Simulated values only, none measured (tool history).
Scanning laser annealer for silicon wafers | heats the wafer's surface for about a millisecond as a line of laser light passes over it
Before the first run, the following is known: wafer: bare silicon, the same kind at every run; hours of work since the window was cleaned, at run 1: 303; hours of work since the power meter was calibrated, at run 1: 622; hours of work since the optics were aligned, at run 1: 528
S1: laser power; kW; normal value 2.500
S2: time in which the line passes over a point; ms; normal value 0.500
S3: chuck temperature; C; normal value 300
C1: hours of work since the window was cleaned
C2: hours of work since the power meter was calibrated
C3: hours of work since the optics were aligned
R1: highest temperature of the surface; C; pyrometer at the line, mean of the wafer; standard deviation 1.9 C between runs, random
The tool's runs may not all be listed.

run,hour,S1,S2,S3,C1,C2,C3,R1
1,0.0,2.500,0.500,300,303,622,528,1092
2,24.6,2.500,0.500,300,315,634,540,1090
3,40.3,2.500,0.500,300,322,642,547,1090
4,64.2,2.500,0.500,300,333,653,559,1089
5,93.2,2.500,0.500,300,347,667,572,1086
6,127.1,2.618,0.500,300,363,683,588,1129
7,151.5,2.500,0.500,324,375,694,600,1107
8,170.0,2.500,0.500,300,384,703,609,1084
# hour 174.3: window over the wafer cleaned
9,192.3,2.500,0.500,300,9,713,618,1071
10,224.5,2.500,0.500,300,24,728,633,1068
11,255.5,2.500,0.500,300,38,743,648,1064
12,289.8,2.500,0.500,300,55,759,664,1064
# hour 296.0: window over the wafer cleaned, once more
13,310.5,2.500,0.500,300,7,768,673,1114
14,338.3,2.500,0.500,308,20,781,686,1122
15,367.7,2.500,0.601,300,34,795,700,1192
16,391.5,2.342,0.356,339,45,806,712,966
17,425.7,2.389,0.539,269,61,822,728,1062
18,450.4,2.500,0.552,300,73,834,739,1149
# hour 464.7: optics aligned, line set to its width
19,475.5,2.500,0.552,300,83,843,5,1166
20,506.2,2.500,0.552,300,97,858,20,1164
21,540.9,2.354,0.492,300,114,874,36,1056
22,570.4,2.354,0.492,300,128,888,50,1053
23,588.2,2.136,0.502,295,136,897,58,979
24,605.0,2.481,0.500,292,144,905,66,1097
25,633.2,2.543,0.611,334,157,918,80,1259
26,666.9,2.543,0.574,333,173,934,96,1225
27,691.5,2.648,0.500,300,185,946,107,1166
28,710.1,2.332,0.500,298,194,954,116,1052
29,726.0,2.364,0.492,339,201,962,124,1095

Below are 3 alternative next runs, each starting from the tool's condition after run 29. Predict each:
A,752.8,2.289,0.532,265,214,975,136,?
B,752.8,2.500,0.581,300,214,975,136,?
C,752.8,2.257,0.515,328,214,975,136,?

run,R1
A,1023
B,1176
C,1061
With the hidden condition removed and each run's random variation left untouched, the same runs would have given:
run,R1
A,1038
B,1194
C,1076
